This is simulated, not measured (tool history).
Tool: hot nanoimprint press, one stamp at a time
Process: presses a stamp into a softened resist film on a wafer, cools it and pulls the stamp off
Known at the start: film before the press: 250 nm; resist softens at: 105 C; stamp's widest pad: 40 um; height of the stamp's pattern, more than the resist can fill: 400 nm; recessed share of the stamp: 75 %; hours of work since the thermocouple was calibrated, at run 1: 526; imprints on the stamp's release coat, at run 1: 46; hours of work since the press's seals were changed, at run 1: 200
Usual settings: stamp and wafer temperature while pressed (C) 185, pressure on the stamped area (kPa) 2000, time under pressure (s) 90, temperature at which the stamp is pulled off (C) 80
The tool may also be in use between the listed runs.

| run | day | stamp and wafer temperature while pressed (C) | pressure on the stamped area (kPa) | time under pressure (s) | temperature at which the stamp is pulled off (C) | hours of work since the thermocouple was calibrated | imprints on the stamp's release coat | hours of work since the press's seals were changed | resist left under the stamp's widest pad (Å) | greatest force while the stamp is pulled off (N) |
|---|---|---|---|---|---|---|---|---|---|---|
| 1 | 0.000 | 185 | 2000 | 90 | 80 | 526 | 46 | 200 | 961 | 96 |
|  | 1.300 | plate thermocouple calibrated |
| 2 | 1.825 | 185 | 2000 | 90 | 80 | 8 | 250 | 226 | 943 | 106 |
| 3 | 3.279 | 185 | 2790 | 90 | 80 | 30 | 424 | 248 | 789 | 109 |
| 4 | 5.625 | 185 | 2790 | 90 | 80 | 66 | 705 | 284 | 798 | 111 |
|  | 6.804 | plate thermocouple calibrated, once more |
| 5 | 8.850 | 185 | 2000 | 90 | 82 | 31 | 1076 | 331 | 995 | 124 |
| 6 | 10.396 | 185 | 2000 | 90 | 82 | 55 | 1261 | 354 | 1006 | 127 |
| 7 | 13.650 | 185 | 2000 | 90 | 80 | 104 | 1650 | 404 | 995 | 144 |
| 8 | 15.517 | 185 | 2000 | 90 | 80 | 132 | 1874 | 432 | 992 | 151 |
| 9 | 18.233 | 185 | 2000 | 90 | 80 | 173 | 2199 | 473 | 1000 | 166 |
|  | 20.404 | stamp cleaned and given a new release coat |
| 10 | 21.617 | 185 | 2000 | 90 | 80 | 221 | 145 | 521 | 994 | 102 |
| 11 | 23.050 | 196 | 2340 | 115 | 80 | 243 | 317 | 542 | 486 | 107 |
| 12 | 26.067 | 196 | 2340 | 167 | 73 | 288 | 678 | 588 | 417 | 129 |
| 13 | 28.542 | 196 | 1720 | 167 | 83 | 326 | 974 | 626 | 490 | 117 |
| 14 | 30.929 | 178 | 2710 | 111 | 80 | 362 | 1260 | 662 | 1098 | 129 |
| 15 | 33.354 | 194 | 2000 | 93 | 80 | 399 | 1550 | 699 | 635 | 146 |
|  | 34.250 | press's hydraulic seals changed and the load cell set to zero |
| 16 | 35.446 | 185 | 2000 | 106 | 80 | 426 | 1761 | 18 | 904 | 149 |
| 17 | 38.158 | 194 | 2000 | 90 | 80 | 467 | 2086 | 59 | 627 | 164 |
| 18 | 40.600 | 194 | 2000 | 90 | 80 | 504 | 2378 | 96 | 637 | 161 |
|  | 41.133 | stamp cleaned and given a new release coat |
| 19 | 42.833 | 189 | 1420 | 105 | 86 | 534 | 203 | 126 | 900 | 94 |
|  | 43.642 | plate thermocouple calibrated |
| 20 | 45.958 | 189 | 1760 | 59 | 83 | 35 | 562 | 172 | 1012 | 106 |

5 ways to go on from here, each from the tool as it stands after run 20. What would each give?
| A | 47.521 | 189 | 2000 | 47 | 70 | 59 | 749 | 196 | ? | ? |
| B | 47.521 | 194 | 1760 | 50 | 83 | 59 | 749 | 196 | ? | ? |
| C | 47.521 | 189 | 2590 | 177 | 74 | 59 | 749 | 196 | ? | ? |
| D | 47.521 | 189 | 1680 | 85 | 66 | 59 | 749 | 196 | ? | ? |
| E | 47.521 | 174 | 1760 | 66 | 83 | 59 | 749 | 196 | ? | ? |

| run | resist left under the stamp's widest pad (Å) | greatest force while the stamp is pulled off (N) |
|---|---|---|
| A | 1045 | 144 |
| B | 873 | 111 |
| C | 527 | 127 |
| D | 903 | 142 |
| E | 1826 | 111 |
Without the tool's hidden state the same runs would have given:
| run | resist left under the stamp's widest pad (Å) | greatest force while the stamp is pulled off (N) |
|---|---|---|
| A | 1052 | 118 |
| B | 878 | 92 |
| C | 530 | 104 |
| D | 910 | 117 |
| E | 1837 | 91 |
